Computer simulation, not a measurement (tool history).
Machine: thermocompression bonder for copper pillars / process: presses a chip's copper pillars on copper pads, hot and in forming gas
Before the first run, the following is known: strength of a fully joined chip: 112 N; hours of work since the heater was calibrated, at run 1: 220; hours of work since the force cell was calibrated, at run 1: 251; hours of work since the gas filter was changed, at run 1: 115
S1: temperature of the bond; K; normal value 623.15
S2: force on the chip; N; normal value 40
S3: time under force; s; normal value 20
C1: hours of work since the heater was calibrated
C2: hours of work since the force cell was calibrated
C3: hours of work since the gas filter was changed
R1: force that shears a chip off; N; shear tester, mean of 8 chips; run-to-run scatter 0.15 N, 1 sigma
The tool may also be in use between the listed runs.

run	hour	S1	S2	S3	C1	C2	C3	R1
1	0.0	623.15	40	20	220	251	115	48.8
2	17.4	623.15	40	20	230	261	125	48.4
3	31.8	623.15	40	10	238	269	134	37.0
4	48.1	623.15	40	10	247	279	143	36.8
5	64.0	623.15	40	10	257	288	152	36.8
6	81.9	630.15	40	20	267	298	163	51.1
7	99.3	613.15	40	20	277	308	173	44.1
8	108.2	613.15	40	20	282	313	178	44.1
9	124.4	613.15	40	20	292	323	187	44.1
10	136.7	643.15	42	16	299	330	194	54.9
11	153.4	649.15	51	16	308	340	204	67.6
12	163.9	595.15	42	47	315	346	210	53.1
13	180.0	614.15	42	51	324	355	220	64.0
14	195.5	639.15	40	12	333	364	229	45.6
15	210.4	623.15	29	59	342	373	237	51.4

3 options for the next run, each taken on its own from the tool as it stands now. Forecast them:
A	226.8	610.15	40	34	351	382	247	?
B	226.8	623.15	29	40	351	382	247	?
C	226.8	620.15	51	21	351	382	247	?

run	R1
A	51.5
B	44.6
C	59.6
Had the tool no hidden state, the same runs would have come out as:
run	R1
A	52.5
B	45.5
C	60.8

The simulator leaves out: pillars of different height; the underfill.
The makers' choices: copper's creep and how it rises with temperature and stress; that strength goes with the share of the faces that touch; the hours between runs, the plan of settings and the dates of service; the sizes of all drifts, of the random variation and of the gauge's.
